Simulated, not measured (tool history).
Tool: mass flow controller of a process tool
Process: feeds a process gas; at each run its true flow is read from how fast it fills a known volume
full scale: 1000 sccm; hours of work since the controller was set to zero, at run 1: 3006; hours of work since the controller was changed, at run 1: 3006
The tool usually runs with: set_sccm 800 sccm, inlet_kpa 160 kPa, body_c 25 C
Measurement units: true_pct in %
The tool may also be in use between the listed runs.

run    hour  set_sccm  inlet_kpa  body_c  hours of work since the controller was set to zero  hours of work since the controller was changed  true_pct
  1       0       800        160      25                                                3006                                            3006      97.1
  2   188.2       800        160      25                                                3093                                            3093     96.93
  3   489.2       800        160      25                                                3230                                            3230     96.82
  4   654.1       800        160      25                                                3306                                            3306      96.7
  5   818.5       800        160      25                                                3381                                            3381     96.53
  6   976.9       800        160      25                                                3453                                            3453     96.59
  7  1267.6       800        160      25                                                3586                                            3586     96.46
  8  1476.8       800        160      25                                                3682                                            3682     96.32
  9  1613.5       800        160      25                                                3745                                            3745     96.27
 10  1854.4       800        160      36                                                3855                                            3855     95.55
 11    2155       800        160      36                                                3992                                            3992     95.56
 12  2310.5       800        160      25                                                4063                                            4063     95.98
 13  2552.7       800        160      25                                                4174                                            4174     95.96
 14  2858.7       800        160      25                                                4314                                            4314     95.93
 15  3057.5       800        160      25                                                4405                                            4405     95.87
 16  3260.2       800        223      25                                                4498                                            4498      95.5
 17  3394.3       800        223      25                                                4559                                            4559     95.43
 18    3643       800        223      25                                                4673                                            4673     95.38
 19  3937.2       320        171      30                                                4807                                            4807     92.61
 20    4176       608        252      34                                                4917                                            4917     93.94
 21  4456.1       608        252      34                                                5045                                            5045     93.73
 22  4612.3       608        252      34                                                5116                                            5116      93.8
 23  4874.9       608        252      34                                                5236                                            5236     93.59
 24  5028.9       151        151      38                                                5307                                            5307     87.65
     5192.3  -- controller's zero set anew
 25  5210.7       151        151      38                                                   8                                            5390     94.41
 26  5505.4       608        174      38                                                 143                                            5524     95.05
 27  5737.3       201        235      35                                                 249                                            5631     94.01
 28  5927.9       201        235      35                                                 336                                            5718     93.78
 29    6257       800        160      20                                                 487                                            5868     95.98
 30  6448.1       211        248      22                                                 574                                            5956     94.31

Each row is a separate what-if for the run after 30, all from the same tool condition, not one after another. Results?
     6636.5  -- controller exchanged for a calibrated one
  A  6728.9       241        260      35                                                  42                                              42         ?
     6636.5  -- controller exchanged for a calibrated one
  B  6728.9       800        160      37                                                  42                                              42         ?
     6636.5  -- controller exchanged for a calibrated one
  C  6728.9       130        254      37                                                  42                                              42         ?

run  true_pct
  A     97.69
  B     99.06
  C     97.35
Had the tool no hidden state, the same runs would have come out as:
run  true_pct
  A     97.95
  B     99.19
  C     97.76
